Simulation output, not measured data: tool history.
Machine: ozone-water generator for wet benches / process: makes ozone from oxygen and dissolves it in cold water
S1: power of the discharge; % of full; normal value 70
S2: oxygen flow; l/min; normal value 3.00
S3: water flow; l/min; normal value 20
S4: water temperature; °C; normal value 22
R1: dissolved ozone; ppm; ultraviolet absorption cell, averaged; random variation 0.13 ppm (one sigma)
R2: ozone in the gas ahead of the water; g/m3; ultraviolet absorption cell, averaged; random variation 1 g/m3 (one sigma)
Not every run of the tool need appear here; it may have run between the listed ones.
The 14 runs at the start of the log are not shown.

run,hour,S1,S2,S3,S4,R1,R2
# hour 1255.5: gauge calibrated
15,1296.7,70,5.09,20,22,15.1,135.0
16,1437.8,77,3.00,20,22,15.9,192.5
17,1516.1,77,3.00,20,22,15.8,193.7
18,1615.7,77,3.00,20,22,15.4,193.6
19,1679.4,77,3.00,20,22,15.9,192.0
20,1810.0,77,3.00,20,22,15.9,190.9
21,1882.3,77,3.00,20,22,15.6,194.4
22,1951.7,77,3.00,20,22,15.6,193.9
23,2085.9,77,3.00,20,22,15.8,194.4
24,2188.5,77,3.00,20,22,15.6,194.6
25,2276.2,77,3.00,20,22,15.6,195.1
26,2356.0,70,1.79,20,16,13.9,235.9
27,2441.8,70,1.79,22,21,11.9,235.5
28,2554.7,70,1.79,22,21,12.0,238.6
29,2659.9,84,2.20,19,19,17.0,248.2
30,2756.1,58,2.20,19,19,12.9,184.1
31,2833.7,58,1.95,19,19,12.4,194.5
32,2905.2,58,1.95,19,19,12.5,197.9
33,3036.8,89,2.13,20,21,16.7,263.6
# hour 3110.3: contactor cleaned
34,3164.2,50,3.90,22,27,10.0,125.0

Below are 3 alternative next runs, each starting from the tool's condition after run 34. Predict each:
A,3230.3,50,3.90,22,15,?,?
B,3230.3,40,2.91,16,22,?,?
C,3230.3,79,3.00,14,15,?,?

run,R1,R2
A,11.4,124.0
B,11.0,120.7
C,23.3,202.3
What these runs would have given with no unlogged condition in the tool:
run,R1,R2
A,11.5,118.7
B,11.0,115.5
C,23.4,193.7

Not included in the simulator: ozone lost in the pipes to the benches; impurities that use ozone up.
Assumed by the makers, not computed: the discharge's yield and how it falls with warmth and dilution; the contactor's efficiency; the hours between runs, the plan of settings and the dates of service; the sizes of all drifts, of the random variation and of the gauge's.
